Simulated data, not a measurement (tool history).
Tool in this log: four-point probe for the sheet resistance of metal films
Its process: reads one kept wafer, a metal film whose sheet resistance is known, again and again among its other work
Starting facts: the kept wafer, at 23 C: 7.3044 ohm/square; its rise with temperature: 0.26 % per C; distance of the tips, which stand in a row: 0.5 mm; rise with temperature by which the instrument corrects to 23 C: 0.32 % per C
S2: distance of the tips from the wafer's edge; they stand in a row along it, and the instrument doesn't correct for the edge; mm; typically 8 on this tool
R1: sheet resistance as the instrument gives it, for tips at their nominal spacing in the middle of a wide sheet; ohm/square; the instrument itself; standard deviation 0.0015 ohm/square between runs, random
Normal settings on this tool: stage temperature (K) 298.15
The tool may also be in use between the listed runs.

run 1 hour=0 | stage_temperature_(K)=298.15 S2=8 | R1=7.292288
run 2 hour=10.8 | stage_temperature_(K)=298.15 S2=8 | R1=7.293877
run 3 hour=32.6 | stage_temperature_(K)=298.15 S2=8 | R1=7.292877
run 4 hour=52.4 | stage_temperature_(K)=298.15 S2=8 | R1=7.291024
run 5 hour=72.9 | stage_temperature_(K)=298.15 S2=8 | R1=7.28897
run 6 hour=84.2 | stage_temperature_(K)=298.15 S2=8 | R1=7.293944
run 7 hour=108.3 | stage_temperature_(K)=298.15 S2=8 | R1=7.290076
run 8 hour=120.9 | stage_temperature_(K)=298.15 S2=15 | R1=7.280196
run 9 hour=133.6 | stage_temperature_(K)=298.15 S2=15 | R1=7.280771
run 10 hour=145 | stage_temperature_(K)=298.15 S2=15 | R1=7.279683
run 11 hour=167.7 | stage_temperature_(K)=298.15 S2=16 | R1=7.278206
run 12 hour=181 | stage_temperature_(K)=298.15 S2=41 | R1=7.272818
run 13 hour=191.2 | stage_temperature_(K)=293.15 S2=8 | R1=7.310783
run 14 hour=203.5 | stage_temperature_(K)=293.15 S2=8 | R1=7.314598
run 15 hour=218 | stage_temperature_(K)=296.15 S2=14 | R1=7.286701
run 16 hour=241.6 | stage_temperature_(K)=296.15 S2=14 | R1=7.285465
run 17 hour=265.5 | stage_temperature_(K)=304.15 S2=44 | R1=7.247832
run 18 hour=285.6 | stage_temperature_(K)=305.15 S2=19 | R1=7.243187
run 19 hour=308.1 | stage_temperature_(K)=304.15 S2=53 | R1=7.245351
run 20 hour=323.1 | stage_temperature_(K)=306.15 S2=6 | R1=7.264023
run 21 hour=332.8 | stage_temperature_(K)=293.15 S2=23 | R1=7.293625
run 22 hour=350 | stage_temperature_(K)=293.15 S2=4 | R1=7.353534
run 23 hour=360 | stage_temperature_(K)=297.15 S2=3 | R1=7.380038
run 24 hour=383.5 | stage_temperature_(K)=297.15 S2=6 | R1=7.297841
run 25 hour=405.5 | stage_temperature_(K)=297.15 S2=6 | R1=7.300389
run 26 hour=427.7 | stage_temperature_(K)=308.15 S2=6 | R1=7.254607
run 27 hour=444.9 | stage_temperature_(K)=302.15 S2=56 | R1=7.248987

Forecast each of these 3 alternatives for the next run:
run A hour=458.3 | stage_temperature_(K)=297.15 S2=40 | R1=?
run B hour=458.3 | stage_temperature_(K)=304.15 S2=3 | R1=?
run C hour=458.3 | stage_temperature_(K)=306.15 S2=27 | R1=?

run=A R1=7.27215
run=B R1=7.350808
run=C R1=7.237386
Stripped of hidden state, with their random variation kept, the same runs would have yielded:
run=A R1=7.300557
run=B R1=7.379319
run=C R1=7.265429

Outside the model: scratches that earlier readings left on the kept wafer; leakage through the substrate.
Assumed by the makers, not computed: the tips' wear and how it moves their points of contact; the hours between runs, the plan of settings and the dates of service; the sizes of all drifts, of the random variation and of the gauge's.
